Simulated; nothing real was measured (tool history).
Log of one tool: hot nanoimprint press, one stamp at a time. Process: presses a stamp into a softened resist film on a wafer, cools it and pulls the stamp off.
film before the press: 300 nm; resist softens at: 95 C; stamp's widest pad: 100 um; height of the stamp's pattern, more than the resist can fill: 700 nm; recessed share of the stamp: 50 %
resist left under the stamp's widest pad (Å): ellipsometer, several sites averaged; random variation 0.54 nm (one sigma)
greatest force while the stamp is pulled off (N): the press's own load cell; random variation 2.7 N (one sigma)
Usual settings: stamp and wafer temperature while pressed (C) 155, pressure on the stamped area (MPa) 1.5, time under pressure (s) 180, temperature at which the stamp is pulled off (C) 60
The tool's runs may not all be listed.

run	hour	stamp and wafer temperature while pressed (C)	pressure on the stamped area (MPa)	time under pressure (s)	temperature at which the stamp is pulled off (C)	resist left under the stamp's widest pad (Å)	greatest force while the stamp is pulled off (N)
1	0	155	1.5	180	60	1401	126
2	12.6	155	1.5	180	60	1400	129
3	29.5	155	1.5	180	60	1396	127
4	41	162	1.5	180	60	1014	133
5	57.1	155	1.5	180	60	1388	127
6	76.5	155	1.5	180	60	1392	127
7	86.2	155	1.49	180	60	1388	128
8	96.7	155	1.49	180	60	1391	130
9	108.7	155	1.5	180	60	1390	124
10	122.8	155	1.5	180	60	1380	131
11	133.1	155	1.5	180	60	1372	126
12	142.2	150	1.5	180	60	1721	130
13	155	161	1.36	181	60	1101	131
14	176	161	1.36	181	60	1100	132
15	193.5	161	1.36	181	60	1093	129
16	211.1	161	1.36	181	60	1119	135
17	224.6	161	2.17	199	60	842	131

Not shown: 1 entry that the log had between the listed runs. Between which runs, and how does the tool's hidden state differ before and after?
Between runs 15 and 16: gauge calibrated (hour 209.6)
  true temperature over the reading, C: 0.03 -> 0.04; grip of the stamp's worn release coat, % over a new coat's: 1.3 -> 1.4; drift of the gauge itself on residual_nm, %: -2.44 -> -0.02
  measured less the result without the state, resist left under the stamp's widest pad (Å): -29 -> -1
